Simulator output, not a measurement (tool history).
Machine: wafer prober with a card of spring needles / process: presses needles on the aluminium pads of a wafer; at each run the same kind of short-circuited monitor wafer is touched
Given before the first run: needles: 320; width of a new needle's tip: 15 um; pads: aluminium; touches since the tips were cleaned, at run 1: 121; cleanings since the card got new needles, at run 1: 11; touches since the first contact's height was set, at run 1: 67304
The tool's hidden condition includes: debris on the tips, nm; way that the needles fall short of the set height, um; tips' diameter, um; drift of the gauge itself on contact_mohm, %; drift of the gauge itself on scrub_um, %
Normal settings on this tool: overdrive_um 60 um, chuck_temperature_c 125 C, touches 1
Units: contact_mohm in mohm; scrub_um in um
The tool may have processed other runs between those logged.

| run | hour | overdrive_um | chuck_temperature_c | touches | touches since the tips were cleaned | cleanings since the card got new needles | touches since the first contact's height was set | contact_mohm | scrub_um |
|---|---|---|---|---|---|---|---|---|---|
| 1 | 0.0 | 60 | 125 | 1 | 121 | 11 | 67304 | 128 | 12.10 |
|  | 8.6 | tips cleaned on abrasive film |
|  | 16.7 | tips cleaned on abrasive film |
| 2 | 17.1 | 60 | 125 | 1 | 280 | 13 | 78735 | 126 | 12.10 |
|  | 24.5 | tips cleaned on abrasive film |
|  | 32.4 | tips cleaned on abrasive film |
| 3 | 34.4 | 60 | 125 | 1 | 1299 | 15 | 90203 | 138 | 12.07 |
|  | 41.6 | tips cleaned on abrasive film |
|  | 49.5 | tips cleaned on abrasive film |
| 4 | 50.0 | 60 | 125 | 1 | 306 | 17 | 100596 | 130 | 12.05 |
|  | 57.3 | tips cleaned on abrasive film |
|  | 65.9 | tips cleaned on abrasive film |
| 5 | 71.2 | 60 | 125 | 1 | 3606 | 19 | 114800 | 145 | 12.02 |
|  | 74.3 | tips cleaned on abrasive film |
|  | 83.2 | tips cleaned on abrasive film |
|  | 91.2 | tips cleaned on abrasive film |
| 6 | 92.0 | 45 | 125 | 1 | 514 | 22 | 128609 | 142 | 8.96 |
|  | 99.0 | tips cleaned on abrasive film |
|  | 106.9 | tips cleaned on abrasive film |
| 7 | 110.9 | 60 | 125 | 1 | 2698 | 24 | 141227 | 142 | 11.99 |
|  | 114.7 | tips cleaned on abrasive film |
|  | 122.4 | tips cleaned on abrasive film |
|  | 127.9 | height of the first contact set anew |
|  | 130.7 | tips cleaned on abrasive film |
| 8 | 132.8 | 60 | 125 | 1 | 1449 | 27 | 3262 | 142 | 11.85 |
|  | 138.9 | tips cleaned on abrasive film |
|  | 147.5 | tips cleaned on abrasive film |
| 9 | 151.3 | 60 | 125 | 1 | 2557 | 29 | 15608 | 145 | 11.84 |
|  | 155.2 | tips cleaned on abrasive film |
|  | 163.8 | tips cleaned on abrasive film |
|  | 173.2 | tips cleaned on abrasive film |
| 10 | 174.1 | 60 | 125 | 1 | 561 | 32 | 30732 | 129 | 11.81 |
|  | 181.5 | tips cleaned on abrasive film |
|  | 185.2 | height of the first contact set anew, once more |
|  | 190.9 | tips cleaned on abrasive film |
| 11 | 190.9 | 60 | 125 | 1 | 0 | 34 | 3771 | 125 | 12.22 |
|  | 199.4 | tips cleaned on abrasive film |
| 12 | 202.6 | 60 | 37 | 1 | 2132 | 35 | 11588 | 131 | 12.21 |
|  | 208.3 | tips cleaned on abrasive film |
| 13 | 214.8 | 60 | 37 | 1 | 4356 | 36 | 19723 | 145 | 12.18 |
|  | 216.7 | tips cleaned on abrasive film |
|  | 224.7 | tips cleaned on abrasive film |
| 14 | 230.3 | 60 | 37 | 1 | 3786 | 38 | 30056 | 140 | 12.18 |
|  | 234.1 | tips cleaned on abrasive film |
|  | 242.0 | tips cleaned on abrasive film |
|  | 250.1 | tips cleaned on abrasive film |
| 15 | 253.8 | 60 | 37 | 1 | 2490 | 41 | 45699 | 133 | 12.15 |
|  | 258.5 | tips cleaned on abrasive film |
|  | 267.0 | tips cleaned on abrasive film |
|  | 276.2 | tips cleaned on abrasive film |
| 16 | 277.4 | 61 | 125 | 1 | 819 | 44 | 61423 | 131 | 12.31 |
|  | 284.6 | tips cleaned on abrasive film |
|  | 293.9 | tips cleaned on abrasive film |
| 17 | 299.7 | 61 | 125 | 1 | 3857 | 46 | 76299 | 147 | 12.26 |
|  | 303.4 | tips cleaned on abrasive film |
|  | 312.5 | tips cleaned on abrasive film |
|  | 320.6 | tips cleaned on abrasive film |
| 18 | 320.6 | 61 | 125 | 1 | 0 | 49 | 90223 | 128 | 12.27 |
|  | 328.7 | tips cleaned on abrasive film |
|  | 336.6 | tips cleaned on abrasive film |
| 19 | 338.9 | 63 | 125 | 2 | 1574 | 51 | 102458 | 134 | 12.67 |
|  | 345.6 | tips cleaned on abrasive film |
|  | 354.4 | tips cleaned on abrasive film |
| 20 | 358.8 | 61 | 68 | 1 | 2958 | 53 | 115732 | 139 | 12.21 |
|  | 362.7 | tips cleaned on abrasive film |
|  | 370.9 | tips cleaned on abrasive film |
| 21 | 372.3 | 61 | 121 | 1 | 939 | 55 | 124700 | 135 | 12.19 |
|  | 379.2 | tips cleaned on abrasive film |
|  | 388.0 | tips cleaned on abrasive film |
|  | 395.9 | tips cleaned on abrasive film |
| 22 | 396.2 | 61 | 121 | 1 | 148 | 58 | 140586 | 126 | 12.17 |
|  | 405.1 | tips cleaned on abrasive film |
| 23 | 407.0 | 77 | 121 | 2 | 1297 | 59 | 147829 | 124 | 15.44 |
|  | 413.8 | tips cleaned on abrasive film |
|  | 414.1 | height of the first contact set anew |
| 24 | 420.3 | 79 | 41 | 2 | 4178 | 60 | 4178 | 123 | 16.07 |
|  | 422.0 | tips cleaned on abrasive film |
|  | 429.9 | tips cleaned on abrasive film |
|  | 437.7 | tips cleaned on abrasive film |
| 25 | 437.7 | 41 | 121 | 2 | 0 | 63 | 15725 | 135 | 8.31 |
|  | 446.7 | tips cleaned on abrasive film |
|  | 454.6 | tips cleaned on abrasive film |
| 26 | 460.9 | 47 | 78 | 2 | 4215 | 65 | 31230 | 151 | 9.55 |
|  | 462.7 | tips cleaned on abrasive film |
|  | 470.7 | tips cleaned on abrasive film |
| 27 | 478.2 | 46 | 125 | 1 | 5033 | 67 | 42772 | 174 | 9.30 |
|  | 479.7 | tips cleaned on abrasive film |
|  | 488.5 | tips cleaned on abrasive film |
| 28 | 494.2 | 44 | 46 | 1 | 3848 | 69 | 53426 | 168 | 8.88 |
|  | 497.5 | tips cleaned on abrasive film |
|  | 506.3 | tips cleaned on abrasive film |
| 29 | 509.5 | 44 | 45 | 1 | 2168 | 71 | 63643 | 149 | 8.86 |

Take each entry between the runs: how does the hidden state at the last listed run before it differ from the hidden state at the first listed run after it?
Run 1 -> run 2: tips cleaned on abrasive film (hour 8.6); tips cleaned on abrasive film (hour 16.7)
  debris on the tips, nm: 23.5 -> 22; way that the needles fall short of the set height, um: 0.54 -> 0.64; tips' diameter, um: 15.19 -> 15.22
  difference, measured minus the result without the unlogged condition, contact_mohm: +5 -> +4 mohm; scrub_um: -0.11 -> -0.13 um
Run 2 -> run 3: tips cleaned on abrasive film (hour 24.5); tips cleaned on abrasive film (hour 32.4)
  debris on the tips, nm: 22 -> 74.4; way that the needles fall short of the set height, um: 0.64 -> 0.73; tips' diameter, um: 15.22 -> 15.26
  difference, measured minus the result without the unlogged condition, contact_mohm: +4 -> +14 mohm; scrub_um: -0.13 -> -0.15 um
Run 3 -> run 4: tips cleaned on abrasive film (hour 41.6); tips cleaned on abrasive film (hour 49.5)
  debris on the tips, nm: 74.4 -> 29.5; way that the needles fall short of the set height, um: 0.73 -> 0.82; tips' diameter, um: 15.26 -> 15.29
  difference, measured minus the result without the unlogged condition, contact_mohm: +14 -> +6 mohm; scrub_um: -0.15 -> -0.16 um
Run 4 -> run 5: tips cleaned on abrasive film (hour 57.3); tips cleaned on abrasive film (hour 65.9)
  debris on the tips, nm: 29.5 -> 133.8; way that the needles fall short of the set height, um: 0.82 -> 0.91; tips' diameter, um: 15.29 -> 15.32
  difference, measured minus the result without the unlogged condition, contact_mohm: +6 -> +25 mohm; scrub_um: -0.16 -> -0.18 um
Run 5 -> run 6: tips cleaned on abrasive film (hour 74.3); tips cleaned on abrasive film (hour 83.2); tips cleaned on abrasive film (hour 91.2)
  debris on the tips, nm: 133.8 -> 42.5; way that the needles fall short of the set height, um: 0.91 -> 1.04; tips' diameter, um: 15.32 -> 15.36
  difference, measured minus the result without the unlogged condition, contact_mohm: +25 -> +13 mohm; scrub_um: -0.18 -> -0.21 um
Run 6 -> run 7: tips cleaned on abrasive film (hour 99.0); tips cleaned on abrasive film (hour 106.9)
  debris on the tips, nm: 42.5 -> 99.1; way that the needles fall short of the set height, um: 1.04 -> 1.13; tips' diameter, um: 15.36 -> 15.4
  difference, measured minus the result without the unlogged condition, contact_mohm: +13 -> +19 mohm; scrub_um: -0.21 -> -0.23 um
Run 7 -> run 8: tips cleaned on abrasive film (hour 114.7); tips cleaned on abrasive film (hour 122.4); height of the first contact set anew (hour 127.9); tips cleaned on abrasive film (hour 130.7)
  debris on the tips, nm: 99.1 -> 82.8; way that the needles fall short of the set height, um: 1.13 -> 1.75; tips' diameter, um: 15.4 -> 15.45
  difference, measured minus the result without the unlogged condition, contact_mohm: +19 -> +17 mohm; scrub_um: -0.23 -> -0.36 um
Run 8 -> run 9: tips cleaned on abrasive film (hour 138.9); tips cleaned on abrasive film (hour 147.5)
  debris on the tips, nm: 82.8 -> 104.1; way that the needles fall short of the set height, um: 1.75 -> 1.85; tips' diameter, um: 15.45 -> 15.48
  difference, measured minus the result without the unlogged condition, contact_mohm: +17 -> +21 mohm; scrub_um: -0.36 -> -0.37 um
Run 9 -> run 10: tips cleaned on abrasive film (hour 155.2); tips cleaned on abrasive film (hour 163.8); tips cleaned on abrasive film (hour 173.2)
  debris on the tips, nm: 104.1 -> 39; way that the needles fall short of the set height, um: 1.85 -> 2; tips' diameter, um: 15.48 -> 15.53
  difference, measured minus the result without the unlogged condition, contact_mohm: +21 -> +8 mohm; scrub_um: -0.37 -> -0.41 um
Run 10 -> run 11: tips cleaned on abrasive film (hour 181.5); height of the first contact set anew, once more (hour 185.2); tips cleaned on abrasive film (hour 190.9)
  debris on the tips, nm: 39 -> 8.8; way that the needles fall short of the set height, um: 2 -> 0.06; tips' diameter, um: 15.53 -> 15.57
  difference, measured minus the result without the unlogged condition, contact_mohm: +8 -> +2 mohm; scrub_um: -0.41 -> -0.01 um
Run 11 -> run 12: tips cleaned on abrasive film (hour 199.4)
  debris on the tips, nm: 8.8 -> 92; way that the needles fall short of the set height, um: 0.06 -> 0.12; tips' diameter, um: 15.57 -> 15.59
  difference, measured minus the result without the unlogged condition, contact_mohm: +2 -> +20 mohm; scrub_um: -0.01 -> -0.03 um
Run 12 -> run 13: tips cleaned on abrasive film (hour 208.3)
  debris on the tips, nm: 92 -> 144.1; way that the needles fall short of the set height, um: 0.12 -> 0.17; tips' diameter, um: 15.59 -> 15.61
  difference, measured minus the result without the unlogged condition, contact_mohm: +20 -> +31 mohm; scrub_um: -0.03 -> -0.04 um
Run 13 -> run 14: tips cleaned on abrasive film (hour 216.7); tips cleaned on abrasive film (hour 224.7)
  debris on the tips, nm: 144.1 -> 130.7; way that the needles fall short of the set height, um: 0.17 -> 0.27; tips' diameter, um: 15.61 -> 15.64
  difference, measured minus the result without the unlogged condition, contact_mohm: +31 -> +28 mohm; scrub_um: -0.04 -> -0.06 um
Run 14 -> run 15: tips cleaned on abrasive film (hour 234.1); tips cleaned on abrasive film (hour 242.0); tips cleaned on abrasive film (hour 250.1)
  debris on the tips, nm: 130.7 -> 102.1; way that the needles fall short of the set height, um: 0.27 -> 0.44; tips' diameter, um: 15.64 -> 15.7
  difference, measured minus the result without the unlogged condition, contact_mohm: +28 -> +23 mohm; scrub_um: -0.06 -> -0.09 um
Run 15 -> run 16: tips cleaned on abrasive film (hour 258.5); tips cleaned on abrasive film (hour 267.0); tips cleaned on abrasive film (hour 276.2)
  debris on the tips, nm: 102.1 -> 40.5; way that the needles fall short of the set height, um: 0.44 -> 0.59; tips' diameter, um: 15.7 -> 15.75
  difference, measured minus the result without the unlogged condition, contact_mohm: +23 -> +8 mohm; scrub_um: -0.09 -> -0.12 um
Run 16 -> run 17: tips cleaned on abrasive film (hour 284.6); tips cleaned on abrasive film (hour 293.9)
  debris on the tips, nm: 40.5 -> 138.6; way that the needles fall short of the set height, um: 0.59 -> 0.71; tips' diameter, um: 15.75 -> 15.79
  difference, measured minus the result without the unlogged condition, contact_mohm: +8 -> +25 mohm; scrub_um: -0.12 -> -0.15 um
Run 17 -> run 18: tips cleaned on abrasive film (hour 303.4); tips cleaned on abrasive film (hour 312.5); tips cleaned on abrasive film (hour 320.6)
  debris on the tips, nm: 138.6 -> 11.8; way that the needles fall short of the set height, um: 0.71 -> 0.83; tips' diameter, um: 15.79 -> 15.84
  difference, measured minus the result without the unlogged condition, contact_mohm: +25 -> +3 mohm; scrub_um: -0.15 -> -0.17 um
Run 18 -> run 19: tips cleaned on abrasive film (hour 328.7); tips cleaned on abrasive film (hour 336.6)
  debris on the tips, nm: 11.8 -> 80.8; way that the needles fall short of the set height, um: 0.83 -> 0.92; tips' diameter, um: 15.84 -> 15.87
  difference, measured minus the result without the unlogged condition, contact_mohm: +3 -> +9 mohm; scrub_um: -0.17 -> -0.19 um
Run 19 -> run 20: tips cleaned on abrasive film (hour 345.6); tips cleaned on abrasive film (hour 354.4)
  debris on the tips, nm: 80.8 -> 114.8; way that the needles fall short of the set height, um: 0.92 -> 1.04; tips' diameter, um: 15.87 -> 15.91
  difference, measured minus the result without the unlogged condition, contact_mohm: +9 -> +24 mohm; scrub_um: -0.19 -> -0.21 um
Run 20 -> run 21: tips cleaned on abrasive film (hour 362.7); tips cleaned on abrasive film (hour 370.9)
  debris on the tips, nm: 114.8 -> 57.9; way that the needles fall short of the set height, um: 1.04 -> 1.15; tips' diameter, um: 15.91 -> 15.95
  difference, measured minus the result without the unlogged condition, contact_mohm: +24 -> +11 mohm; scrub_um: -0.21 -> -0.23 um
Run 21 -> run 22: tips cleaned on abrasive film (hour 379.2); tips cleaned on abrasive film (hour 388.0); tips cleaned on abrasive film (hour 395.9)
  debris on the tips, nm: 57.9 -> 24.1; way that the needles fall short of the set height, um: 1.15 -> 1.27; tips' diameter, um: 15.95 -> 15.99
  difference, measured minus the result without the unlogged condition, contact_mohm: +11 -> +5 mohm; scrub_um: -0.23 -> -0.25 um
Run 22 -> run 23: tips cleaned on abrasive film (hour 405.1)
  debris on the tips, nm: 24.1 -> 58.8; way that the needles fall short of the set height, um: 1.27 -> 1.31; tips' diameter, um: 15.99 -> 16.01
  difference, measured minus the result without the unlogged condition, contact_mohm: +5 -> +5 mohm; scrub_um: -0.25 -> -0.27 um
Run 23 -> run 24: tips cleaned on abrasive film (hour 413.8); height of the first contact set anew (hour 414.1)
  debris on the tips, nm: 58.8 -> 149.3; way that the needles fall short of the set height, um: 1.31 -> 0; tips' diameter, um: 16.01 -> 16.02
  difference, measured minus the result without the unlogged condition, contact_mohm: +5 -> +13 mohm; scrub_um: -0.27 -> +0.00 um
Run 24 -> run 25: tips cleaned on abrasive film (hour 422.0); tips cleaned on abrasive film (hour 429.9); tips cleaned on abrasive film (hour 437.7)
  debris on the tips, nm: 149.3 -> 6.8; way that the needles fall short of the set height, um: 0 -> 0.13; tips' diameter, um: 16.02 -> 16.07
  difference, measured minus the result without the unlogged condition, contact_mohm: +13 -> +3 mohm; scrub_um: +0.00 -> -0.03 um
Run 25 -> run 26: tips cleaned on abrasive film (hour 446.7); tips cleaned on abrasive film (hour 454.6)
  debris on the tips, nm: 6.8 -> 142; way that the needles fall short of the set height, um: 0.13 -> 0.24; tips' diameter, um: 16.07 -> 16.11
  difference, measured minus the result without the unlogged condition, contact_mohm: +3 -> +28 mohm; scrub_um: -0.03 -> -0.05 um
Run 26 -> run 27: tips cleaned on abrasive film (hour 462.7); tips cleaned on abrasive film (hour 470.7)
  debris on the tips, nm: 142 -> 153.3; way that the needles fall short of the set height, um: 0.24 -> 0.34; tips' diameter, um: 16.11 -> 16.14
  difference, measured minus the result without the unlogged condition, contact_mohm: +28 -> +47 mohm; scrub_um: -0.05 -> -0.07 um
Run 27 -> run 28: tips cleaned on abrasive film (hour 479.7); tips cleaned on abrasive film (hour 488.5)
  debris on the tips, nm: 153.3 -> 131.2; way that the needles fall short of the set height, um: 0.34 -> 0.43; tips' diameter, um: 16.14 -> 16.17
  difference, measured minus the result without the unlogged condition, contact_mohm: +47 -> +50 mohm; scrub_um: -0.07 -> -0.09 um
Run 28 -> run 29: tips cleaned on abrasive film (hour 497.5); tips cleaned on abrasive film (hour 506.3)
  debris on the tips, nm: 131.2 -> 90.1; way that the needles fall short of the set height, um: 0.43 -> 0.55; tips' diameter, um: 16.17 -> 16.21
  difference, measured minus the result without the unlogged condition, contact_mohm: +50 -> +34 mohm; scrub_um: -0.09 -> -0.11 um

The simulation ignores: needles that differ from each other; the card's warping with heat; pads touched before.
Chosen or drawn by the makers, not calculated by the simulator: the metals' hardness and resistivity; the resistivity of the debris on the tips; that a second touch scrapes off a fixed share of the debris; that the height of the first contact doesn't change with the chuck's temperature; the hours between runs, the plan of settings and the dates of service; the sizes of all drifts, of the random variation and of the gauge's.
